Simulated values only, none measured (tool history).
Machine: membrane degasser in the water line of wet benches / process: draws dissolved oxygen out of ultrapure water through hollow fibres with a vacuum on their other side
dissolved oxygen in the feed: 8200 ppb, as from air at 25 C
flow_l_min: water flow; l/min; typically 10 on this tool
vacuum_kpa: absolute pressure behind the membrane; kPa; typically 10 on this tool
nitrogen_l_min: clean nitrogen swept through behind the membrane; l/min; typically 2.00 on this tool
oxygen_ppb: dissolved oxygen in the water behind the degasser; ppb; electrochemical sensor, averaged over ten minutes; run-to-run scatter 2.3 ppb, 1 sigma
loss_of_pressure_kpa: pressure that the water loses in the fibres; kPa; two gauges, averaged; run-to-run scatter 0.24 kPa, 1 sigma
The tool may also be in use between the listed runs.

{"run": 1, "hour": 0.0, "flow_l_min": 10, "vacuum_kpa": 10, "nitrogen_l_min": 2.0, "oxygen_ppb": 221.3, "loss_of_pressure_kpa": 64.03}
{"run": 2, "hour": 29.8, "flow_l_min": 10, "vacuum_kpa": 10, "nitrogen_l_min": 1.01, "oxygen_ppb": 299.5, "loss_of_pressure_kpa": 64.06}
{"run": 3, "hour": 63.5, "flow_l_min": 10, "vacuum_kpa": 10, "nitrogen_l_min": 2.0, "oxygen_ppb": 223.2, "loss_of_pressure_kpa": 64.44}
{"run": 4, "hour": 110.3, "flow_l_min": 10, "vacuum_kpa": 10, "nitrogen_l_min": 2.0, "oxygen_ppb": 226.0, "loss_of_pressure_kpa": 63.86}
{"run": 5, "hour": 143.4, "flow_l_min": 10, "vacuum_kpa": 10, "nitrogen_l_min": 1.9, "oxygen_ppb": 229.8, "loss_of_pressure_kpa": 64.05}
{"run": 6, "hour": 190.8, "flow_l_min": 10, "vacuum_kpa": 10, "nitrogen_l_min": 2.0, "oxygen_ppb": 225.1, "loss_of_pressure_kpa": 64.32}
{"run": 7, "hour": 224.1, "flow_l_min": 10, "vacuum_kpa": 10, "nitrogen_l_min": 2.0, "oxygen_ppb": 223.8, "loss_of_pressure_kpa": 63.89}
{"run": 8, "hour": 274.2, "flow_l_min": 15, "vacuum_kpa": 10, "nitrogen_l_min": 2.0, "oxygen_ppb": 439.6, "loss_of_pressure_kpa": 96.12}
{"run": 9, "hour": 299.7, "flow_l_min": 15, "vacuum_kpa": 10, "nitrogen_l_min": 2.0, "oxygen_ppb": 449.0, "loss_of_pressure_kpa": 96.64}
{"run": 10, "hour": 347.4, "flow_l_min": 15, "vacuum_kpa": 10, "nitrogen_l_min": 2.0, "oxygen_ppb": 447.8, "loss_of_pressure_kpa": 95.92}
{"run": 11, "hour": 394.9, "flow_l_min": 15, "vacuum_kpa": 10, "nitrogen_l_min": 2.0, "oxygen_ppb": 445.6, "loss_of_pressure_kpa": 95.5}

Expected results for the next run?
{"run": 12, "hour": 436.4, "flow_l_min": 12, "vacuum_kpa": 10, "nitrogen_l_min": 1.5, "oxygen_ppb": "?", "loss_of_pressure_kpa": "?"}

{"run 12": {"oxygen_ppb": 340.0, "loss_of_pressure_kpa": 76.43}}
The same run, on a tool lacking any hidden state, would have yielded oxygen_ppb 339.8 ppb, loss_of_pressure_kpa 76.42 kPa.
